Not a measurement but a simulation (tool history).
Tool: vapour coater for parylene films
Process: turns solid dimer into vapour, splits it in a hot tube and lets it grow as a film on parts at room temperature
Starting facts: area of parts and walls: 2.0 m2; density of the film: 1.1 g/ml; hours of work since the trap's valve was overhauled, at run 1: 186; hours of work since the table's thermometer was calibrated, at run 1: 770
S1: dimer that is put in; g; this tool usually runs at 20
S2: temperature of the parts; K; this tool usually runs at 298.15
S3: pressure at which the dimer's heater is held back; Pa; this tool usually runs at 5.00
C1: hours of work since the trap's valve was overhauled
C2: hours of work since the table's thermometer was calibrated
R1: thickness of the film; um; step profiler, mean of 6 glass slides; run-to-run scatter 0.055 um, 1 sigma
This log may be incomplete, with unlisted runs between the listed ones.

run,hour,S1,S2,S3,C1,C2,R1
1,0.0,20,298.15,5.00,186,770,6.42
2,33.3,20,298.15,5.00,206,790,6.50
3,82.6,20,298.15,5.00,235,819,6.37
4,143.4,20,298.15,5.00,271,854,6.27
5,178.2,20,298.15,5.00,291,875,6.30
6,235.4,20,298.15,5.00,325,909,6.29
7,278.2,20,298.15,5.00,350,934,6.38
8,335.4,20,298.15,5.00,384,968,6.11
9,371.7,20,298.15,5.00,405,989,6.16
10,403.6,20,298.15,2.85,424,1008,7.02
11,445.0,15,298.15,2.85,448,1032,5.18
12,490.4,15,298.15,2.85,475,1059,5.14
13,537.4,15,298.15,2.85,503,1087,5.15
14,570.4,15,298.15,2.85,522,1106,5.11
# hour 630.8: trap's valve overhauled
15,632.4,20,310.15,5.00,1,1140,3.94
16,667.3,20,310.15,5.00,21,1161,4.01
# hour 691.1: table's thermometer calibrated
17,697.0,20,310.15,5.00,38,3,3.66
18,753.8,20,310.15,5.00,72,37,3.64
19,815.8,20,310.15,5.00,108,73,3.70
20,871.2,20,310.15,5.00,141,106,3.69
21,924.9,20,310.15,5.00,173,138,3.58
22,961.4,20,310.15,5.00,194,159,3.58
23,1023.1,20,310.15,5.00,230,195,3.59
24,1073.1,20,302.15,5.00,260,225,5.26
25,1138.7,19,294.15,5.93,298,264,6.61
26,1204.8,14,300.15,3.56,337,302,4.19
27,1250.9,24,303.15,5.00,365,330,5.79
28,1286.9,32,303.15,11.37,386,351,6.31
29,1347.2,32,303.15,11.37,421,386,6.32
30,1379.6,14,302.15,11.37,440,405,2.94
31,1418.6,14,302.15,11.37,463,428,2.88
32,1448.3,14,302.15,11.37,481,446,2.84
33,1496.9,32,297.15,9.57,509,474,8.53
34,1564.7,32,297.15,10.99,549,514,8.24
# hour 1576.9: trap's valve overhauled
35,1600.5,17,297.15,2.29,14,533,7.06
36,1661.1,34,297.15,4.50,50,569,12.21
37,1710.9,16,307.15,2.94,79,598,3.86
38,1758.6,34,298.15,5.00,107,626,11.02
39,1824.6,20,296.15,2.77,146,665,8.05
40,1875.2,36,296.15,2.77,176,695,14.44
41,1910.1,36,296.15,2.77,196,715,14.35
42,1960.0,36,302.15,2.77,226,745,10.92
43,2020.5,36,302.15,5.14,261,780,9.29
44,2088.2,36,302.15,5.14,301,820,9.55
45,2144.9,13,297.15,4.59,334,854,4.38
46,2191.1,21,302.15,5.19,362,881,5.35
47,2237.9,30,301.15,6.01,389,908,7.73
48,2301.3,20,291.15,5.00,427,946,8.00

What if the next run were any one of these 3? Each begins from the tool's condition after run 48:
A,2347.6,8,304.15,3.93,454,973,?
B,2347.6,10,290.15,5.23,454,973,?
C,2347.6,20,306.15,5.00,454,973,?

run,R1
A,1.94
B,4.01
C,4.23
The same runs, with their run-to-run variation unchanged, on a tool lacking any hidden condition would have given:
run,R1
A,2.05
B,4.49
C,4.47

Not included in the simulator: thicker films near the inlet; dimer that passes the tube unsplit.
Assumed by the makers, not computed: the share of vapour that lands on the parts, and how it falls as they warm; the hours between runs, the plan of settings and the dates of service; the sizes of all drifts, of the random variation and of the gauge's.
